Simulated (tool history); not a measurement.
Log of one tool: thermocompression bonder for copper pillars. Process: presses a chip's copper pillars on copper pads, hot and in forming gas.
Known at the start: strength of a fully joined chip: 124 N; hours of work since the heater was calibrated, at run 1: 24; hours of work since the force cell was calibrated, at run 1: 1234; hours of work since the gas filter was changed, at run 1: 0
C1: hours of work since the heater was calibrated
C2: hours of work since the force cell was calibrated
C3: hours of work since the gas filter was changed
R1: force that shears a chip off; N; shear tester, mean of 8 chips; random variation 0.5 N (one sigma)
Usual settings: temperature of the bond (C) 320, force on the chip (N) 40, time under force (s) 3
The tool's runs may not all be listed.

run 1 hour=0 | temperature_of_the_bond_(C)=320 force_on_the_chip_(N)=40 time_under_force_(s)=3 | C1=24 C2=1234 C3=0 | R1=80.7
run 2 hour=79.5 | temperature_of_the_bond_(C)=320 force_on_the_chip_(N)=40 time_under_force_(s)=3 | C1=67 C2=1277 C3=43 | R1=80
run 3 hour=122.8 | temperature_of_the_bond_(C)=310 force_on_the_chip_(N)=40 time_under_force_(s)=3 | C1=91 C2=1301 C3=66 | R1=75.4
run 4 hour=174.4 | temperature_of_the_bond_(C)=320 force_on_the_chip_(N)=40 time_under_force_(s)=3 | C1=119 C2=1329 C3=94 | R1=79
run 5 hour=234.2 | temperature_of_the_bond_(C)=320 force_on_the_chip_(N)=34 time_under_force_(s)=3 | C1=151 C2=1361 C3=127 | R1=74.1
run 6 hour=313.9 | temperature_of_the_bond_(C)=320 force_on_the_chip_(N)=34 time_under_force_(s)=3 | C1=194 C2=1404 C3=170 | R1=73.2
run 7 hour=351.3 | temperature_of_the_bond_(C)=320 force_on_the_chip_(N)=40 time_under_force_(s)=2 | C1=214 C2=1424 C3=190 | R1=68.4
run 8 hour=428.5 | temperature_of_the_bond_(C)=320 force_on_the_chip_(N)=40 time_under_force_(s)=2 | C1=256 C2=1466 C3=232 | R1=67.7
run 9 hour=487.9 | temperature_of_the_bond_(C)=320 force_on_the_chip_(N)=40 time_under_force_(s)=2 | C1=288 C2=1498 C3=264 | R1=67.5
run 10 hour=528 | temperature_of_the_bond_(C)=320 force_on_the_chip_(N)=47 time_under_force_(s)=4 | C1=310 C2=1520 C3=285 | R1=86.8
run 11 hour=607.9 | temperature_of_the_bond_(C)=335 force_on_the_chip_(N)=29 time_under_force_(s)=2 | C1=353 C2=1563 C3=329 | R1=65
run 12 hour=661.2 | temperature_of_the_bond_(C)=335 force_on_the_chip_(N)=29 time_under_force_(s)=2 | C1=382 C2=1592 C3=357 | R1=64.9
run 13 hour=728.7 | temperature_of_the_bond_(C)=320 force_on_the_chip_(N)=39 time_under_force_(s)=6 | C1=418 C2=1628 C3=394 | R1=89.7
-- hour=736.5 heater calibrated with a thermocouple chip
run 14 hour=778.7 | temperature_of_the_bond_(C)=340 force_on_the_chip_(N)=25 time_under_force_(s)=2 | C1=23 C2=1654 C3=420 | R1=61.3
run 15 hour=824.5 | temperature_of_the_bond_(C)=300 force_on_the_chip_(N)=42 time_under_force_(s)=4 | C1=48 C2=1679 C3=444 | R1=70.8
-- hour=855.1 heater calibrated with a thermocouple chip, once more
-- hour=879.1 forming gas filter changed
run 16 hour=906 | temperature_of_the_bond_(C)=323 force_on_the_chip_(N)=42 time_under_force_(s)=2 | C1=27 C2=1721 C3=15 | R1=73
run 17 hour=984.4 | temperature_of_the_bond_(C)=323 force_on_the_chip_(N)=42 time_under_force_(s)=2 | C1=70 C2=1764 C3=57 | R1=72.7
run 18 hour=1045.3 | temperature_of_the_bond_(C)=309 force_on_the_chip_(N)=26 time_under_force_(s)=4 | C1=103 C2=1797 C3=90 | R1=67.5

3 ways to go on from here, each from the tool as it stands after run 18. What would each give?
-- hour=1070.1 force cell calibrated
run A hour=1103.1 | temperature_of_the_bond_(C)=309 force_on_the_chip_(N)=40 time_under_force_(s)=4 | C1=133 C2=18 C3=120 | R1=?
-- hour=1070.1 force cell calibrated
run B hour=1103.1 | temperature_of_the_bond_(C)=319 force_on_the_chip_(N)=26 time_under_force_(s)=4 | C1=133 C2=18 C3=120 | R1=?
-- hour=1070.1 force cell calibrated
run C hour=1103.1 | temperature_of_the_bond_(C)=349 force_on_the_chip_(N)=28 time_under_force_(s)=3 | C1=133 C2=18 C3=120 | R1=?

run=A R1=80.9
run=B R1=75
run=C R1=83.7
Without the tool's hidden state the same runs would have given:
run=A R1=82.8
run=B R1=76.8
run=C R1=85.6
